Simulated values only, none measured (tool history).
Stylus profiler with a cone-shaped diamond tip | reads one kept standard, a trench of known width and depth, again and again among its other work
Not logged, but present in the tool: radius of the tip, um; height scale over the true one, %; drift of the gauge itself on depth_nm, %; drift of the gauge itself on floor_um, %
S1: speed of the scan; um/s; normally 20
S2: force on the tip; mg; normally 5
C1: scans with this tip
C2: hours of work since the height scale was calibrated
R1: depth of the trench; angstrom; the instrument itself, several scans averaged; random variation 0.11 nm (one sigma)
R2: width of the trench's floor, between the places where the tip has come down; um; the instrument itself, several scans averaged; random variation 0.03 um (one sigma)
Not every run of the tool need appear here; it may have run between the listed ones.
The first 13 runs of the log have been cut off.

run    hour  S1    S2     C1    C2      R1     R2
 14   735.2  12     5   8843  1474  5069.5  16.96
 15   815.7  22     5   9213  1535    5071  16.86
 16   882.6  20  3.96   9521  1587  5060.5  16.99
 17   962.7  20     5   9889  1648  5069.2  16.96
 18  1032.4  20  4.84  10210  1701  5067.6  16.98
 19    1107  20  4.84  10553  1759  5069.2  16.98
 20  1170.7  20  4.84  10846  1807  5067.8  16.93
 21  1207.4  20  3.33  11015  1835  5054.3  16.91
 22  1248.1  20     5  11202  1867  5069.3  16.96
 23  1290.1  20     5  11395  1899    5071  16.96
 24    1332   8  4.24  11588  1931  5061.1  16.95
 25  1391.5  71  5.55  11861  1977  5075.3  16.88
 26  1462.2  10  2.35  12187  2031  5041.1  16.97
 27  1534.4  19  2.13  12518  2086  5039.9  16.98
 28  1581.3  12  4.86  12734  2122  5068.2  16.98
 29  1619.9  12  4.86  12912  2152  5069.2  16.94
 30  1674.4  12  4.86  13162  2193  5068.5  16.95

Estimate the outcome of run 31 from the log above:
 31  1736.2  15  7.53  13447  2241   ?   ?

R1: 5092.5 angstrom
R2: 17 um
Take away the tool's hidden state, keep the run-to-run variation as it was, and the same run would have given R1 5092.7 angstrom, R2 17.01 um.
